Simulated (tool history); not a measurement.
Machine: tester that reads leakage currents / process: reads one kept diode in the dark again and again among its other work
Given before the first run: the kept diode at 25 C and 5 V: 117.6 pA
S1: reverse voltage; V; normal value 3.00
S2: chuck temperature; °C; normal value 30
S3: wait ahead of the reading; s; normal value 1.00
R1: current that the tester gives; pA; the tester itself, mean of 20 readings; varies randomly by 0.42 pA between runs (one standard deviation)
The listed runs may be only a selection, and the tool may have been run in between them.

run,hour,S1,S2,S3,R1
1,0.0,3.00,30,1.00,139.71
2,41.9,3.00,30,1.00,140.64
3,109.0,3.00,30,1.00,139.87
4,185.2,3.00,30,1.00,139.57
5,218.9,3.00,30,1.00,139.42
6,260.6,3.00,30,1.00,138.78
7,325.8,3.00,30,1.00,138.48
8,385.9,3.00,30,1.00,137.79
9,436.4,18.13,47,0.50,972.46
10,492.8,1.52,26,3.98,76.54
11,565.7,6.50,25,3.20,136.99
12,599.9,5.47,23,1.00,110.49
13,635.2,3.00,30,4.54,136.90
14,696.9,3.00,27,1.84,110.61
15,771.7,3.00,53,1.58,647.81
16,839.3,4.42,54,1.00,804.91

Not shown here: 2 entries made in the log between runs. Locate each between two listed runs and compare the hidden state at the listed run before it with the hidden state at the listed run after it:
Run 8 -> run 9: probe card cleaned and baked (hour 392.2)
  stray current of the dirty probe card, pA a volt: 0.908 -> 1.418; current scale over the true one, %: 0.3 -> 0.31; true chuck temperature over the reading, C: -0.45 -> -0.48
  measured value less the no-hidden-state value, R1: -1.39 -> -1.55 pA
Run 15 -> run 16: probe card cleaned and baked, once more (hour 785.9)
  stray current of the dirty probe card, pA a volt: 1.492 -> 0.034; current scale over the true one, %: 0.4 -> 0.41; true chuck temperature over the reading, C: -0.72 -> -0.76
  measured value less the no-hidden-state value, R1: -23.01 -> -36.13 pA
